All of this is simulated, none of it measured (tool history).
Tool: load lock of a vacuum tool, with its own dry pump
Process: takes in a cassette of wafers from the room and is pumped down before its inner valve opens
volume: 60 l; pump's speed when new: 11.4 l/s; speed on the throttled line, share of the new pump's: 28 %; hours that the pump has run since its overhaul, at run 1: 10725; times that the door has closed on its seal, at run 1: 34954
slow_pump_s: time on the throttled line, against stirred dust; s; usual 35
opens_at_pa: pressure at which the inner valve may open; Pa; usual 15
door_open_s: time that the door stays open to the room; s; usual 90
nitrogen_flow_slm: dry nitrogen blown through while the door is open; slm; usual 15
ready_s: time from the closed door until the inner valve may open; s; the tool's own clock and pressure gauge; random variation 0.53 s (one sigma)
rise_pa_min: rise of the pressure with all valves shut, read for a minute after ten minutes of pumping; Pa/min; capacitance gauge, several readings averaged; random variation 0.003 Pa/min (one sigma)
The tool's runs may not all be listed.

| run | hour | slow_pump_s | opens_at_pa | door_open_s | nitrogen_flow_slm | hours that the pump has run since its overhaul | times that the door has closed on its seal | incoming humidity of the room's air, % | ready_s | rise_pa_min |
|---|---|---|---|---|---|---|---|---|---|---|
| 1 | 0.0 | 35 | 15 | 90 | 15 | 10725 | 34954 | 44.3 | 75.4 | 0.233 |
| 2 | 238.0 | 35 | 15 | 90 | 15 | 10963 | 36115 | 45.8 | 74.6 | 0.246 |
| 3 | 418.1 | 48 | 15 | 90 | 15 | 11143 | 36994 | 43.8 | 84.7 | 0.249 |
| 4 | 634.8 | 35 | 15 | 90 | 15 | 11360 | 38051 | 43.4 | 74.6 | 0.263 |
| 5 | 1056.4 | 35 | 15 | 90 | 15 | 11781 | 40108 | 47.0 | 75.1 | 0.279 |
|  | 1384.5 | door's seal changed, seat wiped |
| 6 | 1410.5 | 35 | 15 | 33 | 15 | 12134 | 127 | 48.1 | 74.8 | 0.034 |
| 7 | 1624.3 | 35 | 15 | 33 | 15 | 12348 | 1170 | 44.0 | 75.6 | 0.026 |
| 8 | 1931.0 | 35 | 15 | 33 | 15 | 12654 | 2666 | 45.7 | 75.6 | 0.030 |
| 9 | 2202.5 | 36 | 15 | 33 | 15 | 12926 | 3991 | 43.9 | 77.0 | 0.035 |
| 10 | 2405.5 | 36 | 15 | 94 | 15 | 13129 | 4981 | 44.0 | 75.6 | 0.043 |
| 11 | 2599.9 | 32 | 15 | 94 | 15 | 13323 | 5930 | 46.4 | 73.8 | 0.048 |
| 12 | 2934.7 | 32 | 15 | 94 | 13 | 13658 | 7563 | 46.4 | 73.7 | 0.056 |
| 13 | 3342.3 | 35 | 15 | 90 | 15 | 14066 | 9552 | 46.9 | 76.5 | 0.060 |
| 14 | 3697.8 | 35 | 15 | 90 | 15 | 14421 | 11286 | 43.1 | 77.2 | 0.062 |
| 15 | 4110.4 | 37 | 26 | 234 | 6 | 14834 | 13299 | 46.6 | 75.1 | 0.104 |
| 16 | 4398.7 | 37 | 26 | 234 | 6 | 15122 | 14705 | 40.5 | 74.8 | 0.100 |

Run 17 comes next. What will it give?
| 17 | 4750.3 | 64 | 20 | 34 | 5 | 15474 | 16421 | 43.4 | ? | ? |

ready_s: 95.9 s
rise_pa_min: 0.087 Pa/min
Without the tool's hidden state the same run would have given ready_s 92.2 s, rise_pa_min 0.033 Pa/min.
